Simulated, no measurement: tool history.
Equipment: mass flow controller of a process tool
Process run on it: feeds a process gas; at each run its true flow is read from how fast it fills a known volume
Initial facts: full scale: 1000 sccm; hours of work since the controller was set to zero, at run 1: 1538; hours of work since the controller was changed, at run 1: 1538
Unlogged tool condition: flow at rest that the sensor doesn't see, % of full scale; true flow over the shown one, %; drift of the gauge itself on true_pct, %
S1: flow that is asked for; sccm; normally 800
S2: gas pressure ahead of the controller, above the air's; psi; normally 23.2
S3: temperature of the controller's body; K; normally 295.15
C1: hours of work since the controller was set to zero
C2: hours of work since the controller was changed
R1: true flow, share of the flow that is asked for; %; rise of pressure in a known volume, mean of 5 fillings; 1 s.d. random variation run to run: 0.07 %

run     day   S1    S2      S3    C1    C2      R1
  1   0.000  800  23.2  295.15  1538  1538   99.53
  2  14.742  800  23.2  295.15  1684  1684   99.27
  3  24.896  800  23.2  295.15  1785  1785   99.32
  4  33.325  790  23.2  295.15  1869  1869   99.30
  5  47.783  790  23.2  295.15  2013  2013   99.24
  6  56.046  932  21.8  302.15  2095  2095  100.32
  7  70.550  932  21.8  296.15  2239  2239   99.76

The next listed run, before its measurement:
  8  81.246  932  21.8  296.15  2346  2346   ?

{"run 8": {"R1": 99.81}}
Had the tool carried no hidden state, the very same run would have given R1 99.81 %.
